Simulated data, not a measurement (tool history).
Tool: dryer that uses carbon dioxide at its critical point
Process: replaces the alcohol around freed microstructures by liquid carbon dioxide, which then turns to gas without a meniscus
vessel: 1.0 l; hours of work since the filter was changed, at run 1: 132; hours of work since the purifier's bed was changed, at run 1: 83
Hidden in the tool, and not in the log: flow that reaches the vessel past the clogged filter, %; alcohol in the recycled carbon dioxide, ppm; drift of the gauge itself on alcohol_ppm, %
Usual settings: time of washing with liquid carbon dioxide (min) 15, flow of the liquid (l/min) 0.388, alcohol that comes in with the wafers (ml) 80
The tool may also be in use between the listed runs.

run	hour	time of washing with liquid carbon dioxide (min)	flow of the liquid (l/min)	alcohol that comes in with the wafers (ml)	hours of work since the filter was changed	hours of work since the purifier's bed was changed	alcohol left in the vessel before it's heated (ppm by volume)
1	0.0	15	0.388	80	132	83	2107
2	57.6	15	0.388	80	161	113	2256
3	113.4	15	0.388	80	189	141	2472
# hour 126.0: inlet filter changed
4	162.3	15	0.388	66	18	165	1227
5	203.6	15	0.388	80	39	186	1567
6	252.9	15	0.388	80	64	211	1641
7	308.5	15	0.388	80	93	240	1808
8	338.5	15	0.388	36	108	255	853
9	367.3	15	0.388	43	122	269	1077

The next listed run, before its measurement:
10	416.1	20	0.326	20	147	294	?

Run 10 gave alcohol left in the vessel before it's heated (ppm by volume) 377.
Without the tool's hidden state the same run would have given alcohol left in the vessel before it's heated (ppm by volume) 201.
